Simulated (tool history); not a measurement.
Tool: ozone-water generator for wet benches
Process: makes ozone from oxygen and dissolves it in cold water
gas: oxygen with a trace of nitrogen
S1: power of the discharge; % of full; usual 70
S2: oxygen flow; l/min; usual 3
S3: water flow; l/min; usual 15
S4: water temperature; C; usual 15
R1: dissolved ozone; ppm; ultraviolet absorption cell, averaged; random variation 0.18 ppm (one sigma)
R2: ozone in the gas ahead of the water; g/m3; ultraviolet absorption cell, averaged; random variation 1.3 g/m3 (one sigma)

run,day,S1,S2,S3,S4,R1,R2
1,0,70,3,15,15,25.2,230.1
2,0.608,70,4.83,15,15,25.8,180.2
3,1.492,70,4.83,15,15,25.6,182.9
4,2.758,70,3,23,15,16.2,230.8
5,4.05,56,3,15,15,22.2,205.5
6,4.792,70,3,15,15,25.2,227.9
7,5.571,70,3,15,15,25,232.7
8,6.15,70,3,15,15,25,230.7
9,6.858,70,3.07,15,15,24.9,228.1
10,7.583,70,3.07,15,15,24.8,226.5
11,8.304,70,3.07,15,15,24.9,227.7
12,9.529,89,3,15,15,28.1,264
13,10.717,89,3,15,15,28.4,260.5
14,11.888,48,1.92,16,18,17,237.4
15,13.2,68,3,22,21,15.9,228.1

The next listed run, before its measurement:
16,14.117,51,3,15,15,?,?

{"run 16": {"R1": 21.1, "R2": 192.4}}
Without the tool's hidden state the same run would have given R1 21.8 ppm, R2 196.2 g/m3.

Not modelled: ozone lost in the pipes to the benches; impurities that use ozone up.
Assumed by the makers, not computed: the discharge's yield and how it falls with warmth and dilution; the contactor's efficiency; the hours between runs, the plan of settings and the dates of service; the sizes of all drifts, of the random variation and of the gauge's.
